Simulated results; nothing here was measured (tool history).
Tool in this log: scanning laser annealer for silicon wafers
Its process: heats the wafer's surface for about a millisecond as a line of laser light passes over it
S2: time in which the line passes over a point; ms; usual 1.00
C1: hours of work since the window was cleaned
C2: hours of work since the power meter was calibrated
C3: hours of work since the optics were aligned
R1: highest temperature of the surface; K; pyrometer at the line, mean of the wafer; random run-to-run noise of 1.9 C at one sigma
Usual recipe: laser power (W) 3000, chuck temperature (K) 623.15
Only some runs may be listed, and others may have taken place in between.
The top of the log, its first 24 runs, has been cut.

run 25 hour=403.2 | laser_power_(W)=2623 S2=1.05 chuck_temperature_(K)=623.15 | C1=312 C2=346 C3=529 | R1=1250.15
run 26 hour=414.3 | laser_power_(W)=3010 S2=1.05 chuck_temperature_(K)=609.15 | C1=318 C2=352 C3=535 | R1=1335.15
run 27 hour=431.8 | laser_power_(W)=2721 S2=1.00 chuck_temperature_(K)=648.15 | C1=328 C2=362 C3=544 | R1=1287.15
run 28 hour=450.5 | laser_power_(W)=2550 S2=0.90 chuck_temperature_(K)=641.15 | C1=338 C2=373 C3=555 | R1=1213.15
run 29 hour=473.9 | laser_power_(W)=2613 S2=1.00 chuck_temperature_(K)=631.15 | C1=351 C2=386 C3=568 | R1=1240.15
run 30 hour=494.7 | laser_power_(W)=2920 S2=0.78 chuck_temperature_(K)=596.15 | C1=363 C2=397 C3=579 | R1=1211.15
run 31 hour=507.1 | laser_power_(W)=2667 S2=0.76 chuck_temperature_(K)=596.15 | C1=370 C2=404 C3=586 | R1=1149.15
run 32 hour=529.9 | laser_power_(W)=3000 S2=1.00 chuck_temperature_(K)=589.15 | C1=382 C2=417 C3=599 | R1=1294.15
run 33 hour=550.5 | laser_power_(W)=3260 S2=0.95 chuck_temperature_(K)=607.15 | C1=394 C2=428 C3=611 | R1=1353.15
run 34 hour=566.4 | laser_power_(W)=3260 S2=0.95 chuck_temperature_(K)=607.15 | C1=403 C2=437 C3=619 | R1=1350.15
run 35 hour=583.0 | laser_power_(W)=3260 S2=0.95 chuck_temperature_(K)=607.15 | C1=412 C2=446 C3=629 | R1=1355.15
run 36 hour=594.6 | laser_power_(W)=2842 S2=1.16 chuck_temperature_(K)=615.15 | C1=418 C2=453 C3=635 | R1=1321.15

Predict the results of run 37:
run 37 hour=618.5 | laser_power_(W)=2621 S2=1.13 chuck_temperature_(K)=623.15 | C1=432 C2=466 C3=648 | R1=?

Run 37 came out at R1 1268.15 K.
The same run, on a tool lacking any hidden state, would have yielded R1 1301.15 K.
